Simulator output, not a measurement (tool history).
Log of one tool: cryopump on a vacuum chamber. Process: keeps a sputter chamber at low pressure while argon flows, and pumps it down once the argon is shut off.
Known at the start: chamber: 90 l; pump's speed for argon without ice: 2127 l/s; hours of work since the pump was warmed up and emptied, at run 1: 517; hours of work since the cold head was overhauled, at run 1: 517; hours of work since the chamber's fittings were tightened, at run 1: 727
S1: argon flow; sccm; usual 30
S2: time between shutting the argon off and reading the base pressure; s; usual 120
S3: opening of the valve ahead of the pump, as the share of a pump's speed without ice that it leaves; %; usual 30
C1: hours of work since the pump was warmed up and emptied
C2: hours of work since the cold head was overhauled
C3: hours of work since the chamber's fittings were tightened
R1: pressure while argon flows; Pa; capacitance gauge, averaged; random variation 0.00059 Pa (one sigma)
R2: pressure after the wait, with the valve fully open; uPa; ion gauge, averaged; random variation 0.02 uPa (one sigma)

run	hour	S1	S2	S3	C1	C2	C3	R1	R2
1	0	30	120	30	517	517	727	0.0829	0.84
2	31.5	30	133	30	536	536	746	0.0835	0.81
3	57	30	133	30	551	551	761	0.0854	0.81
4	84.5	30	120	30	568	568	778	0.0839	0.88
5	117.5	30	21	30	588	588	798	0.0855	1.57
6	138.6	30	21	30	600	600	810	0.0848	1.62
7	161.7	30	25	30	614	614	824	0.0852	1.52
8	190.2	30	120	30	631	631	841	0.0849	0.92
9	217.9	30	35	18	648	648	858	0.1391	1.32
10	242.2	26	32	48	662	662	872	0.048	1.37
11	273.5	26	32	48	681	681	891	0.0482	1.42
12	308.1	24	120	30	702	702	912	0.0685	1.02
13	324.7	24	120	30	712	712	922	0.0693	1.01
14	359	26	120	30	733	733	942	0.075	1
15	387.4	26	120	30	750	750	960	0.0746	1.03

Forecast each of these 3 alternatives for the next run:
A	418.9	38	120	28	769	769	978	?	?
B	418.9	58	277	38	769	769	978	?	?
C	418.9	30	120	32	769	769	978	?	?

run	R1	R2
A	0.1172	1.05
B	0.1344	0.96
C	0.0817	1.05
Without the tool's hidden state the same runs would have given:
run	R1	R2
A	0.1082	0.3
B	0.1208	0.22
C	0.0746	0.28
